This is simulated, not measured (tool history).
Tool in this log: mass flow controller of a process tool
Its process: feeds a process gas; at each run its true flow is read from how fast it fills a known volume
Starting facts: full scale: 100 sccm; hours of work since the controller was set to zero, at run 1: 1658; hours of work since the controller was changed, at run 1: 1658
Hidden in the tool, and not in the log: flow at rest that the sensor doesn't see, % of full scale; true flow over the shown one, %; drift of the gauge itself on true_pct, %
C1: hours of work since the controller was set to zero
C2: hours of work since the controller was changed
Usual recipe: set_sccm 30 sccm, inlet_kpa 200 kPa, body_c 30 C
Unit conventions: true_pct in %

{"run": 1, "hour": 0.0, "set_sccm": 30, "inlet_kpa": 200, "body_c": 30, "C1": 1658, "C2": 1658, "true_pct": 98.77}
{"run": 2, "hour": 256.2, "set_sccm": 30, "inlet_kpa": 200, "body_c": 30, "C1": 1780, "C2": 1780, "true_pct": 98.65}
{"run": 3, "hour": 549.8, "set_sccm": 30, "inlet_kpa": 200, "body_c": 30, "C1": 1921, "C2": 1921, "true_pct": 98.68}
{"run": 4, "hour": 787.0, "set_sccm": 30, "inlet_kpa": 200, "body_c": 27, "C1": 2034, "C2": 2034, "true_pct": 98.36}
{"run": 5, "hour": 1031.1, "set_sccm": 30, "inlet_kpa": 214, "body_c": 30, "C1": 2151, "C2": 2151, "true_pct": 98.71}
{"run": 6, "hour": 1193.1, "set_sccm": 30, "inlet_kpa": 200, "body_c": 27, "C1": 2229, "C2": 2229, "true_pct": 98.46}
{"run": 7, "hour": 1471.8, "set_sccm": 30, "inlet_kpa": 200, "body_c": 27, "C1": 2362, "C2": 2362, "true_pct": 98.36}
{"run": 8, "hour": 1734.7, "set_sccm": 30, "inlet_kpa": 280, "body_c": 30, "C1": 2488, "C2": 2488, "true_pct": 98.31}
{"run": 9, "hour": 1959.9, "set_sccm": 30, "inlet_kpa": 200, "body_c": 30, "C1": 2595, "C2": 2595, "true_pct": 98.68}
{"run": 10, "hour": 2254.7, "set_sccm": 30, "inlet_kpa": 200, "body_c": 30, "C1": 2737, "C2": 2737, "true_pct": 98.68}
{"run": 11, "hour": 2626.5, "set_sccm": 51, "inlet_kpa": 200, "body_c": 30, "C1": 2914, "C2": 2914, "true_pct": 98.69}
{"run": 12, "hour": 2785.4, "set_sccm": 51, "inlet_kpa": 200, "body_c": 30, "C1": 2990, "C2": 2990, "true_pct": 98.57}
{"run": 13, "hour": 3152.6, "set_sccm": 51, "inlet_kpa": 200, "body_c": 30, "C1": 3166, "C2": 3166, "true_pct": 98.63}
{"run": 14, "hour": 3335.3, "set_sccm": 51, "inlet_kpa": 200, "body_c": 30, "C1": 3254, "C2": 3254, "true_pct": 98.58}
{"run": 15, "hour": 3631.8, "set_sccm": 51, "inlet_kpa": 200, "body_c": 30, "C1": 3395, "C2": 3395, "true_pct": 98.61}
{"run": 16, "hour": 3793.5, "set_sccm": 30, "inlet_kpa": 200, "body_c": 30, "C1": 3473, "C2": 3473, "true_pct": 98.65}
{"run": 17, "hour": 3963.1, "set_sccm": 30, "inlet_kpa": 200, "body_c": 30, "C1": 3554, "C2": 3554, "true_pct": 98.75}
{"run": 18, "hour": 4343.7, "set_sccm": 30, "inlet_kpa": 200, "body_c": 30, "C1": 3736, "C2": 3736, "true_pct": 98.73}
{"run": 19, "hour": 4629.7, "set_sccm": 30, "inlet_kpa": 200, "body_c": 28, "C1": 3873, "C2": 3873, "true_pct": 98.64}
{"run": 20, "hour": 4927.8, "set_sccm": 30, "inlet_kpa": 200, "body_c": 28, "C1": 4016, "C2": 4016, "true_pct": 98.6}
{"run": 21, "hour": 5204.1, "set_sccm": 30, "inlet_kpa": 165, "body_c": 30, "C1": 4148, "C2": 4148, "true_pct": 98.88}
{"run": 22, "hour": 5590.8, "set_sccm": 24, "inlet_kpa": 248, "body_c": 30, "C1": 4333, "C2": 4333, "true_pct": 98.8}
{"run": 23, "hour": 5888.1, "set_sccm": 19, "inlet_kpa": 255, "body_c": 29, "C1": 4475, "C2": 4475, "true_pct": 99.21}
{"run": 24, "hour": 6119.6, "set_sccm": 19, "inlet_kpa": 209, "body_c": 38, "C1": 4586, "C2": 4586, "true_pct": 100.54}
{"run": 25, "hour": 6406.2, "set_sccm": 20, "inlet_kpa": 143, "body_c": 38, "C1": 4723, "C2": 4723, "true_pct": 100.64}
{"run": 26, "hour": 6652.5, "set_sccm": 20, "inlet_kpa": 143, "body_c": 38, "C1": 4841, "C2": 4841, "true_pct": 100.65}
{"run": 27, "hour": 7032.2, "set_sccm": 30, "inlet_kpa": 200, "body_c": 28, "C1": 5023, "C2": 5023, "true_pct": 98.48}
{"run": 28, "hour": 7192.2, "set_sccm": 30, "inlet_kpa": 210, "body_c": 24, "C1": 5099, "C2": 5099, "true_pct": 97.87}
{"run": 29, "hour": 7437.1, "set_sccm": 30, "inlet_kpa": 193, "body_c": 23, "C1": 5216, "C2": 5216, "true_pct": 98}
{"run": 30, "hour": 7643.0, "set_sccm": 58, "inlet_kpa": 271, "body_c": 30, "C1": 5315, "C2": 5315, "true_pct": 97.84}
{"run": 31, "hour": 7832.2, "set_sccm": 58, "inlet_kpa": 271, "body_c": 30, "C1": 5405, "C2": 5405, "true_pct": 97.9}
{"run": 32, "hour": 8150.5, "set_sccm": 42, "inlet_kpa": 140, "body_c": 26, "C1": 5558, "C2": 5558, "true_pct": 98.06}
{"run": 33, "hour": 8320.7, "set_sccm": 30, "inlet_kpa": 155, "body_c": 29, "C1": 5639, "C2": 5639, "true_pct": 98.78}
{"run": 34, "hour": 8633.2, "set_sccm": 30, "inlet_kpa": 200, "body_c": 26, "C1": 5789, "C2": 5789, "true_pct": 98.3}
{"run": 35, "hour": 9001.4, "set_sccm": 46, "inlet_kpa": 175, "body_c": 26, "C1": 5965, "C2": 5965, "true_pct": 97.83}
{"run": 36, "hour": 9232.9, "set_sccm": 46, "inlet_kpa": 175, "body_c": 26, "C1": 6076, "C2": 6076, "true_pct": 97.77}
{"run": 37, "hour": 9428.5, "set_sccm": 59, "inlet_kpa": 262, "body_c": 32, "C1": 6169, "C2": 6169, "true_pct": 97.99}
{"run": 38, "hour": 9621.0, "set_sccm": 69, "inlet_kpa": 219, "body_c": 25, "C1": 6261, "C2": 6261, "true_pct": 97.34}
{"run": 39, "hour": 9981.8, "set_sccm": 30, "inlet_kpa": 159, "body_c": 30, "C1": 6434, "C2": 6434, "true_pct": 98.89}
{"run": 40, "hour": 10285.5, "set_sccm": 24, "inlet_kpa": 188, "body_c": 36, "C1": 6579, "C2": 6579, "true_pct": 100.12}
{"run": 41, "hour": 10571.4, "set_sccm": 24, "inlet_kpa": 188, "body_c": 37, "C1": 6716, "C2": 6716, "true_pct": 100.15}

For some of the steps in true_pct from one run to the next: how much would appear even if the tool had no hidden state, given the settings, what came in and random variation, and how much remains for the hidden state plus any gauge scatter that the measured result and the result without hidden state don't share?
Run 23 -> 24: inlet_kpa 255 -> 209, body_c 29 -> 38. true_pct +1.33 %: hidden state +0.04, all else +1.29.
Run 26 -> 27: set_sccm 20 -> 30, inlet_kpa 143 -> 200, body_c 38 -> 28. true_pct -2.17 %: hidden state -1.2, all else -0.97.
Run 29 -> 30: set_sccm 30 -> 58, inlet_kpa 193 -> 271, body_c 23 -> 30. true_pct -0.16 %: hidden state -1.27, all else +1.11.
Run 38 -> 39: set_sccm 69 -> 30, inlet_kpa 219 -> 159, body_c 25 -> 30. true_pct +1.55 %: hidden state +1.75, all else -0.2.

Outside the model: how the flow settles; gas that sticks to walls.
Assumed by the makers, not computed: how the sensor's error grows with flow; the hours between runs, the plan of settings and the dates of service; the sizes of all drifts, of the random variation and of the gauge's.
